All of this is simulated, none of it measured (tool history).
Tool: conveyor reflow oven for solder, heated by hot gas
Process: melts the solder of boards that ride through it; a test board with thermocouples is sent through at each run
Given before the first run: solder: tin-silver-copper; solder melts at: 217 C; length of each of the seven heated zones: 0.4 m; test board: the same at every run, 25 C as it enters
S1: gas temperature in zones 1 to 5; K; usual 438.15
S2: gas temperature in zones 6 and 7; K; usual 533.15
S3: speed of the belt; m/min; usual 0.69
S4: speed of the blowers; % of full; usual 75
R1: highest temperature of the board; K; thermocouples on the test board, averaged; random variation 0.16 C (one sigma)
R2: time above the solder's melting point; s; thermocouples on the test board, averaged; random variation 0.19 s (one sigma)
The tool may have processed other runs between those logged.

run,hour,S1,S2,S3,S4,R1,R2
1,0,438.15,533.15,0.69,75,521.75,48.4
2,25.9,438.15,533.15,0.69,75,521.25,48.3
3,46.1,438.15,533.15,0.69,75,521.35,48.6
4,80.5,438.15,533.15,0.69,75,521.35,48.2
5,102.6,438.15,533.15,0.69,75,521.25,48.4
6,132.4,438.15,537.15,0.69,81,525.75,51.6
# hour 143.9: flux residue cleaned out of gas plates and filters
7,156.8,451.15,545.15,0.712,61,531.15,56
8,179.1,451.15,545.15,0.712,83,535.45,58.6
9,197.8,424.15,534.15,0.661,66,520.75,46.4
10,228.9,424.15,534.15,0.661,66,520.95,46.3

Each row is a separate what-if for the run after 10, all from the same tool condition, not one after another. Results?
A,264.9,436.15,524.15,0.661,59,?,?
B,264.9,424.15,544.15,0.661,66,?,?
C,264.9,444.15,522.15,0.69,55,?,?

run,R1,R2
A,512.05,41.3
B,529.45,52.4
C,509.45,38.4
Without the tool's unlogged condition, the same runs would have read:
run,R1,R2
A,510.15,38.4
B,527.55,50.1
C,507.65,35.4
